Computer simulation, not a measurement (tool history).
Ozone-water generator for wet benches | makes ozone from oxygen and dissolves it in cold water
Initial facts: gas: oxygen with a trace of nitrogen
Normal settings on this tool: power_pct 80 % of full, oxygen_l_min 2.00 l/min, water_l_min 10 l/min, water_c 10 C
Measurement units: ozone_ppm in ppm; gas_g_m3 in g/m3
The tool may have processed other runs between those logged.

run   hour  power_pct  oxygen_l_min  water_l_min  water_c  ozone_ppm  gas_g_m3
  1    0.0         80          2.00           10       10       12.0     159.6
  2   53.3         80          2.00           10       10       11.7     161.5
  3   99.7         80          3.01           10       10       13.3     138.6
     105.9  -- water thermometer calibrated
  4  148.7         80          2.22           10       10       12.2     153.8
  5  210.8         80          2.00           10       10       11.8     159.9
  6  257.6         80          2.00           10       10       12.0     159.3
  7  298.0         80          2.00            9       10       13.2     160.5

Run 8 is up next; what results do you expect?
  8  350.0         80          2.00            9       10          ?         ?

{"run 8": {"ozone_ppm": 13.2, "gas_g_m3": 159.8}}
Without the tool's hidden state the same run would have given ozone_ppm 14.7 ppm, gas_g_m3 166.0 g/m3.
